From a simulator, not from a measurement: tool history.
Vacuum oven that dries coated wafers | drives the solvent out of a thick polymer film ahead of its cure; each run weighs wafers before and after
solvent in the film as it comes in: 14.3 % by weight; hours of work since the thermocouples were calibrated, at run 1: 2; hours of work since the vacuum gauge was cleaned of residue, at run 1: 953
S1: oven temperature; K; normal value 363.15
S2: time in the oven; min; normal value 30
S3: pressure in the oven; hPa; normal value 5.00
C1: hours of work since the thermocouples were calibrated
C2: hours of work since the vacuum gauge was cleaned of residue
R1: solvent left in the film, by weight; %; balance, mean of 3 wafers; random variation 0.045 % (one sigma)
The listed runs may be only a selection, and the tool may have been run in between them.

| run | hour | S1 | S2 | S3 | C1 | C2 | R1 |
|---|---|---|---|---|---|---|---|
| 1 | 0.0 | 363.15 | 30 | 5.00 | 2 | 953 | 0.99 |
| 2 | 24.3 | 363.15 | 30 | 5.00 | 20 | 971 | 0.97 |
| 3 | 56.1 | 363.15 | 23 | 5.00 | 44 | 995 | 1.66 |
| 4 | 77.0 | 363.15 | 23 | 5.00 | 60 | 1011 | 1.61 |
| 5 | 113.2 | 363.15 | 23 | 5.00 | 87 | 1038 | 1.61 |
| 6 | 129.8 | 363.15 | 23 | 5.00 | 100 | 1051 | 1.59 |
| 7 | 145.8 | 363.15 | 39 | 5.00 | 112 | 1063 | 0.64 |
| 8 | 176.1 | 363.15 | 39 | 5.00 | 135 | 1086 | 0.53 |
| 9 | 196.4 | 363.15 | 39 | 5.00 | 150 | 1101 | 0.55 |
| 10 | 215.7 | 374.15 | 30 | 5.00 | 164 | 1116 | 0.25 |
| 11 | 249.2 | 349.15 | 30 | 5.00 | 190 | 1141 | 4.50 |
| 12 | 264.6 | 349.15 | 30 | 19.75 | 201 | 1153 | 5.56 |
|  | 269.3 | oven's thermocouples calibrated |
| 13 | 290.4 | 363.15 | 30 | 5.00 | 16 | 1171 | 0.97 |
| 14 | 312.7 | 363.15 | 30 | 5.00 | 33 | 1187 | 0.95 |
| 15 | 332.6 | 363.15 | 30 | 5.00 | 48 | 1202 | 0.94 |
|  | 355.7 | oven's thermocouples calibrated, once more |
| 16 | 358.9 | 358.15 | 30 | 5.00 | 2 | 1221 | 1.92 |
| 17 | 387.0 | 363.15 | 30 | 5.00 | 24 | 1242 | 0.90 |
| 18 | 403.1 | 363.15 | 30 | 5.00 | 36 | 1254 | 0.97 |
| 19 | 428.1 | 363.15 | 30 | 5.00 | 55 | 1273 | 0.89 |
| 20 | 450.2 | 363.15 | 15 | 5.00 | 71 | 1290 | 3.00 |
| 21 | 475.9 | 363.15 | 15 | 5.00 | 91 | 1309 | 3.03 |
| 22 | 500.5 | 363.15 | 30 | 5.00 | 109 | 1328 | 0.99 |
| 23 | 528.7 | 363.15 | 30 | 5.00 | 131 | 1349 | 0.95 |
| 24 | 564.9 | 363.15 | 30 | 5.00 | 158 | 1376 | 0.99 |
| 25 | 581.6 | 361.15 | 16 | 4.15 | 170 | 1389 | 3.24 |
| 26 | 611.8 | 361.15 | 23 | 15.40 | 193 | 1412 | 2.46 |
| 27 | 629.7 | 361.15 | 23 | 15.40 | 207 | 1425 | 2.45 |
| 28 | 644.6 | 365.15 | 30 | 7.12 | 218 | 1436 | 0.79 |
| 29 | 674.4 | 363.15 | 21 | 8.53 | 240 | 1459 | 1.97 |
| 30 | 690.2 | 375.15 | 35 | 5.00 | 252 | 1471 | 0.25 |
| 31 | 713.5 | 375.15 | 25 | 19.71 | 270 | 1488 | 0.80 |
| 32 | 733.8 | 357.15 | 32 | 10.19 | 285 | 1504 | 2.18 |
| 33 | 768.1 | 357.15 | 32 | 10.19 | 311 | 1529 | 2.15 |
| 34 | 795.3 | 362.15 | 32 | 12.17 | 332 | 1550 | 1.35 |
| 35 | 829.0 | 377.15 | 16 | 3.90 | 357 | 1575 | 0.32 |
| 36 | 849.8 | 378.15 | 44 | 7.81 | 373 | 1591 | 0.18 |
| 37 | 885.6 | 364.15 | 30 | 2.56 | 400 | 1618 | 0.66 |
| 38 | 913.1 | 353.15 | 30 | 19.54 | 420 | 1639 | 3.98 |
| 39 | 945.2 | 353.15 | 30 | 19.54 | 445 | 1663 | 3.94 |
| 40 | 971.0 | 363.15 | 15 | 5.00 | 464 | 1682 | 2.91 |
| 41 | 997.4 | 366.15 | 40 | 16.88 | 484 | 1702 | 0.95 |
| 42 | 1020.9 | 356.15 | 20 | 7.64 | 502 | 1720 | 3.82 |
| 43 | 1056.4 | 359.15 | 17 | 2.72 | 529 | 1747 | 3.32 |
| 44 | 1074.0 | 359.15 | 17 | 2.72 | 542 | 1760 | 3.38 |

Hidden state or all else? Some run-to-run changes of R1, split into what the settings, what came in and random variation would give without the hidden state, and what is left for the hidden state (with any gauge scatter that isn't in both results):
Hidden conditions of the tool in this case: true wafer temperature over the reading, C; true pressure over the reading, kPa; drift of the gauge itself on solvent_pct, %.
Run 10 -> 11: S1 374.15 -> 349.15. R1 +4.25 %: hidden state +0.00, all else +4.25.
Run 12 -> 13: S1 349.15 -> 363.15, S3 19.75 -> 5.00, oven's thermocouples calibrated. R1 -4.59 %: hidden state +0.01, all else -4.60.
Run 37 -> 38: S1 364.15 -> 353.15, S3 2.56 -> 19.54. R1 +3.32 %: hidden state -0.14, all else +3.46.
Run 40 -> 41: S1 363.15 -> 366.15, S2 15 -> 40, S3 5.00 -> 16.88. R1 -1.96 %: hidden state +0.19, all else -2.15.
Run 41 -> 42: S1 366.15 -> 356.15, S2 40 -> 20, S3 16.88 -> 7.64. R1 +2.87 %: hidden state -0.22, all else +3.09.

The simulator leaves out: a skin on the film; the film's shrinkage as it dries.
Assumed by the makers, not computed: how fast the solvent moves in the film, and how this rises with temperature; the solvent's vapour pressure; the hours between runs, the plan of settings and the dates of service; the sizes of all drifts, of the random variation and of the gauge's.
